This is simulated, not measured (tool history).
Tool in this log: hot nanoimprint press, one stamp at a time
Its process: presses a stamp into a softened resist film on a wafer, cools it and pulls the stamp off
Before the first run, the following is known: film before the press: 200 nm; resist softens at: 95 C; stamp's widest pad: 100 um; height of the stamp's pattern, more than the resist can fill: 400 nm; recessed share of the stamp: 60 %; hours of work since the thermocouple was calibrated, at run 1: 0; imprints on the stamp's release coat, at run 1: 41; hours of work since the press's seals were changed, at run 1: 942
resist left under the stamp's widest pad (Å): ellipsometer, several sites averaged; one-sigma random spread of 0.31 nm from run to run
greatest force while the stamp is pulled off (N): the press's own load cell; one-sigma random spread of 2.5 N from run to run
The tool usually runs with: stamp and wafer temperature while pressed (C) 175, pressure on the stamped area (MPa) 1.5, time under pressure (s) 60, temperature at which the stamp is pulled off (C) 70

run,hour,stamp and wafer temperature while pressed (C),pressure on the stamped area (MPa),time under pressure (s),temperature at which the stamp is pulled off (C),hours of work since the thermocouple was calibrated,imprints on the stamp's release coat,hours of work since the press's seals were changed,resist left under the stamp's widest pad (Å),greatest force while the stamp is pulled off (N)
1,0,175,1.5,60,70,0,41,942,777,116
2,29.6,174,1.5,60,70,23,175,966,814,120
3,53,175,1.75,60,70,42,281,984,737,122
4,74.1,175,1.75,60,70,59,377,1001,732,126
5,98.1,175,1.75,60,70,78,485,1020,740,127
6,120.2,175,1.5,60,70,95,585,1038,781,131
7,143.1,175,1.5,34,70,113,689,1056,977,132
8,173.8,174,1.5,60,70,138,828,1080,804,135
# hour 193.7: stamp cleaned and given a new release coat
9,196.3,175,1.5,60,70,151,11,1093,776,114
10,212.8,175,1.5,60,70,164,86,1106,782,116
11,234.8,175,1.5,60,70,181,186,1124,777,119
# hour 266: press's hydraulic seals changed and the load cell set to zero
12,268.1,175,1.5,60,70,202,301,2,762,122
13,287.1,175,2.21,60,70,217,386,17,638,125
14,312.1,175,1.16,60,70,236,500,37,847,127
15,339.9,175,1.16,60,70,258,626,59,841,129
16,370,175,1.5,60,70,282,762,82,756,135
17,384.3,175,1.43,60,70,294,827,94,772,137
# hour 404.1: stamp cleaned and given a new release coat
18,416,175,1.43,60,70,314,54,114,781,116
19,445.4,175,1.5,60,68,337,187,137,754,122
20,470.1,173,1.5,60,70,357,299,157,791,122
21,495.9,165,2.27,32,68,377,416,178,1071,131
# hour 501.3: plate thermocouple calibrated
22,520.2,170,1.93,60,70,15,512,194,763,126
23,538.1,175,1.07,39,71,29,593,209,1012,121
24,566.3,175,1.08,49,71,52,721,231,921,126
25,585.9,177,1.14,117,60,67,810,247,592,161
# hour 609.1: stamp cleaned and given a new release coat
26,619.7,177,1.14,117,60,89,48,269,596,137
27,644.4,186,1.62,76,70,109,160,288,484,117
28,662.1,175,0.95,60,64,123,240,302,900,136
# hour 689.9: plate thermocouple calibrated, once more
29,689.9,175,0.98,73,70,0,353,322,851,123
30,706.5,175,0.98,73,70,13,428,335,852,127
31,719.8,182,2.03,87,70,24,488,346,471,132

Forecast each of these 3 alternatives for the next run:
A,738.1,167,2.38,60,66,38,571,360,?,?
B,738.1,175,1.63,97,57,38,571,360,?,?
C,738.1,169,2.03,52,70,38,571,360,?,?

run,resist left under the stamp's widest pad (Å),greatest force while the stamp is pulled off (N)
A,801,141
B,598,168
C,854,127
Had the tool no hidden state, the same runs would have come out as:
run,resist left under the stamp's widest pad (Å),greatest force while the stamp is pulled off (N)
A,791,125
B,593,149
C,845,113
